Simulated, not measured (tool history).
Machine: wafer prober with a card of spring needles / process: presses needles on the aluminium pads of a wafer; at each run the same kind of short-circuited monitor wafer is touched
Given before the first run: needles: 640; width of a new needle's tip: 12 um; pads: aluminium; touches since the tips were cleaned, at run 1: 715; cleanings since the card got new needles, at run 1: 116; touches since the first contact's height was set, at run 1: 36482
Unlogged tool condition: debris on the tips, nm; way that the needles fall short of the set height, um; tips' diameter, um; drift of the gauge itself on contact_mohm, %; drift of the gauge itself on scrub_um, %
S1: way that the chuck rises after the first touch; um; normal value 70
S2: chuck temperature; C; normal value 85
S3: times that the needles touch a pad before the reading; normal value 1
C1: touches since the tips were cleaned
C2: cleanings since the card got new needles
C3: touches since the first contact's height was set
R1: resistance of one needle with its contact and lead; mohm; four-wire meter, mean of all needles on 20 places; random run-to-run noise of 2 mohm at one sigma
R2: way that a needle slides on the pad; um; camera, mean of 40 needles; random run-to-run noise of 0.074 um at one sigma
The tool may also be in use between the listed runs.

{"run": 1, "day": 0.0, "S1": 70, "S2": 85, "S3": 1, "C1": 715, "C2": 116, "C3": 36482, "R1": 218, "R2": 16.82}
{"day": 0.117, "done": "tips cleaned on abrasive film"}
{"day": 0.312, "done": "tips cleaned on abrasive film"}
{"day": 0.467, "done": "tips cleaned on abrasive film"}
{"day": 0.625, "done": "tips cleaned on abrasive film"}
{"day": 0.817, "done": "tips cleaned on abrasive film"}
{"day": 0.975, "done": "tips cleaned on abrasive film"}
{"day": 1.167, "done": "tips cleaned on abrasive film"}
{"day": 1.321, "done": "tips cleaned on abrasive film"}
{"day": 1.479, "done": "tips cleaned on abrasive film"}
{"day": 1.671, "done": "tips cleaned on abrasive film"}
{"day": 1.867, "done": "tips cleaned on abrasive film"}
{"day": 2.058, "done": "tips cleaned on abrasive film"}
{"day": 2.217, "done": "tips cleaned on abrasive film"}
{"day": 2.396, "done": "tips cleaned on abrasive film"}
{"run": 2, "day": 2.396, "S1": 70, "S2": 85, "S3": 1, "C1": 0, "C2": 130, "C3": 62117, "R1": 218, "R2": 16.93}
{"day": 2.55, "done": "tips cleaned on abrasive film"}
{"day": 2.746, "done": "tips cleaned on abrasive film"}
{"day": 2.9, "done": "tips cleaned on abrasive film"}
{"day": 3.096, "done": "tips cleaned on abrasive film"}
{"day": 3.25, "done": "tips cleaned on abrasive film"}
{"day": 3.446, "done": "tips cleaned on abrasive film"}
{"day": 3.6, "done": "tips cleaned on abrasive film"}
{"day": 3.796, "done": "tips cleaned on abrasive film"}
{"day": 3.988, "done": "tips cleaned on abrasive film"}
{"day": 4.146, "done": "tips cleaned on abrasive film"}
{"day": 4.338, "done": "tips cleaned on abrasive film"}
{"day": 4.496, "done": "tips cleaned on abrasive film"}
{"day": 4.688, "done": "tips cleaned on abrasive film"}
{"run": 3, "day": 4.825, "S1": 70, "S2": 85, "S3": 1, "C1": 1512, "C2": 143, "C3": 88167, "R1": 216, "R2": 16.78}
{"day": 4.867, "done": "tips cleaned on abrasive film"}
{"day": 5.062, "done": "tips cleaned on abrasive film"}
{"day": 5.254, "done": "tips cleaned on abrasive film"}
{"day": 5.412, "done": "tips cleaned on abrasive film"}
{"day": 5.604, "done": "tips cleaned on abrasive film"}
{"day": 5.762, "done": "tips cleaned on abrasive film"}
{"day": 5.954, "done": "tips cleaned on abrasive film"}
{"day": 6.15, "done": "tips cleaned on abrasive film"}
{"day": 6.342, "done": "tips cleaned on abrasive film"}
{"day": 6.538, "done": "tips cleaned on abrasive film"}
{"run": 4, "day": 6.667, "S1": 70, "S2": 85, "S3": 1, "C1": 1440, "C2": 153, "C3": 107906, "R1": 215, "R2": 16.98}
{"day": 6.708, "done": "tips cleaned on abrasive film"}
{"day": 6.867, "done": "tips cleaned on abrasive film"}
{"day": 7.058, "done": "tips cleaned on abrasive film"}
{"day": 7.254, "done": "tips cleaned on abrasive film"}
{"day": 7.446, "done": "tips cleaned on abrasive film"}
{"day": 7.642, "done": "tips cleaned on abrasive film"}
{"day": 7.796, "done": "tips cleaned on abrasive film"}
{"day": 7.992, "done": "tips cleaned on abrasive film"}
{"day": 8.183, "done": "tips cleaned on abrasive film"}
{"day": 8.342, "done": "tips cleaned on abrasive film"}
{"run": 5, "day": 8.479, "S1": 70, "S2": 85, "S3": 1, "C1": 1524, "C2": 163, "C3": 127312, "R1": 216, "R2": 16.76}
{"day": 8.521, "done": "tips cleaned on abrasive film"}
{"day": 8.717, "done": "tips cleaned on abrasive film"}
{"day": 8.871, "done": "tips cleaned on abrasive film"}
{"day": 9.062, "done": "tips cleaned on abrasive film"}
{"day": 9.221, "done": "tips cleaned on abrasive film"}
{"day": 9.375, "done": "tips cleaned on abrasive film"}
{"day": 9.533, "done": "tips cleaned on abrasive film"}
{"day": 9.725, "done": "tips cleaned on abrasive film"}
{"day": 9.883, "done": "tips cleaned on abrasive film"}
{"day": 10.075, "done": "tips cleaned on abrasive film"}
{"day": 10.262, "done": "tips cleaned on abrasive film"}
{"run": 6, "day": 10.262, "S1": 70, "S2": 59, "S3": 1, "C1": 0, "C2": 174, "C3": 146380, "R1": 213, "R2": 16.79}
{"day": 10.421, "done": "tips cleaned on abrasive film"}
{"day": 10.921, "done": "card fitted with new needles"}
{"day": 11.112, "done": "tips cleaned on abrasive film"}
{"day": 11.308, "done": "tips cleaned on abrasive film"}
{"day": 11.5, "done": "tips cleaned on abrasive film"}
{"day": 11.696, "done": "tips cleaned on abrasive film"}
{"day": 11.888, "done": "tips cleaned on abrasive film"}
{"day": 12.046, "done": "tips cleaned on abrasive film"}
{"run": 7, "day": 12.133, "S1": 70, "S2": 59, "S3": 1, "C1": 963, "C2": 6, "C3": 13023, "R1": 213, "R2": 16.96}
{"day": 12.212, "done": "tips cleaned on abrasive film"}
{"day": 12.404, "done": "tips cleaned on abrasive film"}
{"day": 12.6, "done": "tips cleaned on abrasive film"}
{"day": 12.754, "done": "tips cleaned on abrasive film"}
{"day": 12.95, "done": "tips cleaned on abrasive film"}
{"day": 13.142, "done": "tips cleaned on abrasive film"}
{"day": 13.3, "done": "tips cleaned on abrasive film"}
{"day": 13.492, "done": "tips cleaned on abrasive film"}
{"run": 8, "day": 13.621, "S1": 70, "S2": 59, "S3": 1, "C1": 1428, "C2": 14, "C3": 29006, "R1": 214, "R2": 16.84}
{"day": 13.667, "done": "tips cleaned on abrasive film"}
{"day": 13.858, "done": "tips cleaned on abrasive film"}
{"day": 14.054, "done": "tips cleaned on abrasive film"}
{"day": 14.208, "done": "tips cleaned on abrasive film"}
{"day": 14.362, "done": "tips cleaned on abrasive film"}
{"day": 14.521, "done": "tips cleaned on abrasive film"}
{"day": 14.712, "done": "tips cleaned on abrasive film"}
{"day": 14.9, "done": "tips cleaned on abrasive film"}
{"run": 9, "day": 14.9, "S1": 70, "S2": 59, "S3": 1, "C1": 0, "C2": 22, "C3": 42632, "R1": 215, "R2": 16.93}
{"day": 15.054, "done": "tips cleaned on abrasive film"}
{"day": 15.25, "done": "tips cleaned on abrasive film"}
{"day": 15.442, "done": "tips cleaned on abrasive film"}
{"day": 15.638, "done": "tips cleaned on abrasive film"}
{"day": 15.792, "done": "tips cleaned on abrasive film"}
{"day": 15.988, "done": "tips cleaned on abrasive film"}
{"day": 16.179, "done": "tips cleaned on abrasive film"}
{"day": 16.375, "done": "tips cleaned on abrasive film"}
{"run": 10, "day": 16.458, "S1": 84, "S2": 43, "S3": 1, "C1": 946, "C2": 30, "C3": 59382, "R1": 210, "R2": 20.21}
{"day": 16.542, "done": "tips cleaned on abrasive film"}
{"day": 16.733, "done": "tips cleaned on abrasive film"}
{"day": 16.929, "done": "tips cleaned on abrasive film"}
{"day": 17.121, "done": "tips cleaned on abrasive film"}
{"day": 17.275, "done": "tips cleaned on abrasive film"}
{"day": 17.433, "done": "tips cleaned on abrasive film"}
{"day": 17.625, "done": "tips cleaned on abrasive film"}
{"day": 17.783, "done": "tips cleaned on abrasive film"}
{"day": 17.938, "done": "tips cleaned on abrasive film"}
{"day": 18.096, "done": "tips cleaned on abrasive film"}
{"run": 11, "day": 18.217, "S1": 55, "S2": 31, "S3": 2, "C1": 1328, "C2": 40, "C3": 78178, "R1": 209, "R2": 13.22}

What does the tool deliver on the next run?
{"day": 18.258, "done": "tips cleaned on abrasive film"}
{"day": 18.412, "done": "tips cleaned on abrasive film"}
{"day": 18.571, "done": "tips cleaned on abrasive film"}
{"day": 18.762, "done": "tips cleaned on abrasive film"}
{"day": 18.917, "done": "tips cleaned on abrasive film"}
{"day": 19.112, "done": "tips cleaned on abrasive film"}
{"day": 19.304, "done": "tips cleaned on abrasive film"}
{"day": 19.462, "done": "tips cleaned on abrasive film"}
{"day": 19.654, "done": "tips cleaned on abrasive film"}
{"day": 19.812, "done": "tips cleaned on abrasive film"}
{"day": 19.967, "done": "tips cleaned on abrasive film"}
{"run": 12, "day": 19.996, "S1": 79, "S2": 40, "S3": 1, "C1": 293, "C2": 51, "C3": 97185, "R1": "?", "R2": "?"}

Run 12 gave R1 210 mohm, R2 19 um.
Minus the tool's unlogged condition, the same run would have read R1 210 mohm, R2 19.01 um.

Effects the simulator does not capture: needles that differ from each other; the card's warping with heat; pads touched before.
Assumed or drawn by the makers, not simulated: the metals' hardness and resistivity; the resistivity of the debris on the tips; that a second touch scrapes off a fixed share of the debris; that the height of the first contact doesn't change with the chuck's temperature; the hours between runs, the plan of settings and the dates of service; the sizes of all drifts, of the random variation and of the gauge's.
